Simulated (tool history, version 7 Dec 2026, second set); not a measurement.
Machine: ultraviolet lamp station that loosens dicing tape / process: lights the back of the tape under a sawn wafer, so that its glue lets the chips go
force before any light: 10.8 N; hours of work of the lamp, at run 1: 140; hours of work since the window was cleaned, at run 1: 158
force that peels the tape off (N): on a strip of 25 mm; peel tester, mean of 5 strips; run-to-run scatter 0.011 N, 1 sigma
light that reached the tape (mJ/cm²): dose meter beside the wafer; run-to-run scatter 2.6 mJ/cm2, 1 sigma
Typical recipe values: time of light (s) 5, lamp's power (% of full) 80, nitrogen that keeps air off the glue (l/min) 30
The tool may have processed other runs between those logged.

run	hour	time of light (s)	lamp's power (% of full)	nitrogen that keeps air off the glue (l/min)	hours of work of the lamp	hours of work since the window was cleaned	force that peels the tape off (N)	light that reached the tape (mJ/cm²)
1	0	5	80	30	140	158	0.589	320
2	9.9	5	80	30	146	164	0.571	316
3	19.4	5	80	30	153	170	0.596	314
4	28.4	5	81	30	158	176	0.555	316
5	36.2	5	81	30	163	181	0.597	317
6	43.2	5	81	30	168	185	0.589	319
7	52.2	5	81	30	174	191	0.567	317
8	60	5	81	30	179	196	0.584	315
9	65.1	5	80	10	182	200	1.716	315
10	73.4	5	80	10	187	205	1.792	311
11	80.9	6	65	10	192	210	1.856	304
12	87.8	10	69	44	196	214	0.112	536
13	94.5	10	69	44	201	218	0.125	534
14	99.7	10	69	44	204	222	0.121	533
15	105.7	10	69	44	208	226	0.123	533
16	116	10	67	38	215	232	0.136	516
17	124.6	10	67	38	220	238	0.14	518
18	133	3	100	12	226	243	2.388	232
19	137.4	4	70	11	228	246	2.835	216
20	143.6	6	65	42	232	250	0.476	299

For each run, the measured value with the value that run would have given without the tool's hidden condition subtracted. The run-to-run variation is shared by both, the gauge scatter possibly not:
Hidden state at play: lamp's light, % of a new lamp's; light that the window lets through, % of a clean one's; drift of the gauge itself on peel_n, %; drift of the gauge itself on dose_mj_cm2, %.
run	force that peels the tape off (N)	light that reached the tape (mJ/cm²)
1	+0.079	-18
2	+0.08	-19
3	+0.085	-20
4	+0.083	-20
5	+0.091	-21
6	+0.091	-21
7	+0.091	-22
8	+0.095	-22
9	+0.203	-23
10	+0.216	-23
11	+0.225	-22
12	+0.009	-40
13	+0.01	-41
14	+0.009	-42
15	+0.01	-43
16	+0.014	-42
17	+0.016	-43
18	+0.279	-20
19	+0.305	-19
20	+0.098	-27

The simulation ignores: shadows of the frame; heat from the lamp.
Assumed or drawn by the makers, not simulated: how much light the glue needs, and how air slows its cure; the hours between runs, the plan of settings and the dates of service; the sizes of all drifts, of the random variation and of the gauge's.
